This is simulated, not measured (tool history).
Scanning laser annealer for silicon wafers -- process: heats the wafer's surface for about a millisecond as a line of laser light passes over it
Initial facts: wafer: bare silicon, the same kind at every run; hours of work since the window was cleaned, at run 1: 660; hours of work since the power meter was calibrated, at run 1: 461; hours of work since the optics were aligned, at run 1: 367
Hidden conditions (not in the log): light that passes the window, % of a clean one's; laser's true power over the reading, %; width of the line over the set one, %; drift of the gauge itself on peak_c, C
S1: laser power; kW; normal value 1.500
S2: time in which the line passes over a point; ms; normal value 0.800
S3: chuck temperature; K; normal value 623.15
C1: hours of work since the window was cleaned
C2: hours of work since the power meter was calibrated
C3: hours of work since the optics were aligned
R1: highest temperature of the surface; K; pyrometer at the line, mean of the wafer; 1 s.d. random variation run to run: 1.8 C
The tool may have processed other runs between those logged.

run	hour	S1	S2	S3	C1	C2	C3	R1
1	0.0	1.500	0.800	623.15	660	461	367	1336.15
2	58.8	1.500	0.717	623.15	686	486	392	1302.15
3	84.3	1.500	0.800	614.15	697	497	403	1327.15
4	123.6	1.500	0.800	614.15	713	514	420	1324.15
5	154.3	1.500	0.800	623.15	727	528	433	1334.15
6	178.3	1.500	0.800	623.15	737	538	443	1333.15
7	236.6	1.500	0.800	623.15	762	563	469	1332.15
# hour 287.9: window over the wafer cleaned
8	293.1	1.500	0.607	623.15	2	587	492	1259.15
9	321.4	1.500	0.784	623.15	14	599	504	1335.15
10	365.7	1.558	0.784	623.15	34	618	523	1365.15
11	413.3	1.428	0.587	606.15	54	638	544	1195.15
12	460.9	1.500	0.941	612.15	75	659	565	1384.15
13	515.7	1.293	0.816	618.15	98	683	588	1225.15
14	541.7	1.293	0.816	618.15	109	694	599	1230.15
15	587.9	1.618	0.812	662.15	129	714	619	1445.15

5 options for the next run, each taken on its own from the tool as it stands now. Forecast them:
A	629.0	1.417	0.835	623.15	147	731	637	?
B	629.0	1.306	0.655	623.15	147	731	637	?
C	629.0	1.627	0.812	662.15	147	731	637	?
D	629.0	1.500	0.800	596.15	147	731	637	?
E	629.0	1.507	0.626	619.15	147	731	637	?

run	R1
A	1302.15
B	1181.15
C	1448.15
D	1309.15
E	1262.15
The same runs, with their run-to-run variation unchanged, on a tool lacking any hidden condition would have given:
run	R1
A	1320.15
B	1195.15
C	1469.15
D	1328.15
E	1279.15
